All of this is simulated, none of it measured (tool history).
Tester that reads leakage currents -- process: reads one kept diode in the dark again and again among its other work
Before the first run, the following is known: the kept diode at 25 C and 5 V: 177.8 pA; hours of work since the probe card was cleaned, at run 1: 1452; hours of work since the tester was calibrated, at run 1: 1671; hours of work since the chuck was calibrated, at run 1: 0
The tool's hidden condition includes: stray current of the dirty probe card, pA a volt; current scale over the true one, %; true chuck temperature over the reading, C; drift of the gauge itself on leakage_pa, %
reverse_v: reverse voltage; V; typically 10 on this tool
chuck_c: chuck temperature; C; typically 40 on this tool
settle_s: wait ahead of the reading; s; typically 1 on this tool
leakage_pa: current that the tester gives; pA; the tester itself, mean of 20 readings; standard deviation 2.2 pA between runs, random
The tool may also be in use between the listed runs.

run	hour	reverse_v	chuck_c	settle_s	hours of work since the probe card was cleaned	hours of work since the tester was calibrated	hours of work since the chuck was calibrated	leakage_pa
1	0	10	40	1	1452	1671	0	753.98
2	42.6	10	49	1	1478	1697	26	1402.28
3	84.3	10	49	1	1504	1723	51	1404.42
4	167.8	10	49	7.38	1554	1773	102	1403.86
5	253.3	10	49	6.44	1606	1826	154	1409.81
6	297.3	10	49	6.44	1633	1852	181	1407.51
7	345.8	10	49	6.44	1663	1882	211	1416.92
8	398.3	10	49	6.44	1695	1914	242	1423.71
9	444.4	10	49	6.44	1723	1942	271	1419.63
10	491.5	10	40	1	1752	1971	299	770.37
11	574.8	10	40	1	1802	2021	350	772.86
12	613.5	10	40	1	1826	2045	374	775.03
13	686.1	16.5	40	1	1870	2089	418	963.22
14	750.5	16.5	40	1	1909	2128	457	967.9
15	792.6	16.5	40	1	1935	2154	483	969.93
16	867.1	2.3	40	1	1980	2199	528	416.2
17	932.8	10	40	0.38	2020	2239	568	786.67
18	1017.1	10	40	1	2072	2291	619	788.31
19	1071.7	10	40	1	2105	2324	652	787.27
20	1122.3	10	40	1	2136	2355	683	786.96
21	1168.7	10	40	1	2164	2383	712	786.83
22	1251.6	10	40	1	2214	2433	762	794.19
23	1313.9	3.5	41	1.68	2252	2471	800	540.87
24	1371.4	1.1	41	1.68	2287	2506	835	330.51
25	1422.7	1.1	21	9.98	2319	2538	866	74.32
26	1501.9	1.1	21	2.68	2367	2586	914	74.64
27	1565.5	10	26	0.57	2405	2624	953	295.94
28	1645.1	16.2	26	0.43	2454	2673	1002	376.13
29	1722.4	3.5	36	0.41	2501	2720	1049	386.93
30	1808.1	8.3	39	1	2553	2772	1101	697.15
31	1867.3	1.7	25	1	2589	2808	1137	125.43
32	1931.4	1.7	25	1	2628	2847	1176	125.52
33	1966	10	24	1	2649	2868	1197	261.31
34	2027.9	13.7	49	3.8	2687	2906	1235	1721.22
35	2081.2	13.7	49	3.8	2719	2938	1267	1727.83
36	2124.1	10	40	1.21	2745	2965	1293	817.14
37	2208.3	10	40	1.21	2797	3016	1344	821.44
38	2247.4	10	40	1.21	2821	3040	1368	824.69
39	2327.6	10	40	1.21	2869	3088	1417	832.11

Alternative continuations, all from the tool just after run 39; predict every row:
A	2385.2	1.9	54	5.42	2904	3124	1452	?
B	2385.2	2	54	1	2904	3124	1452	?
C	2385.2	10.6	26	4.1	2904	3124	1452	?
D	2385.2	2.4	55	7.36	2904	3124	1452	?

run	leakage_pa
A	1038.28
B	1064.72
C	316.16
D	1221.23
Without the tool's unlogged condition, the same runs would have read:
run	leakage_pa
A	950.61
B	974.73
C	264.99
D	1118.32
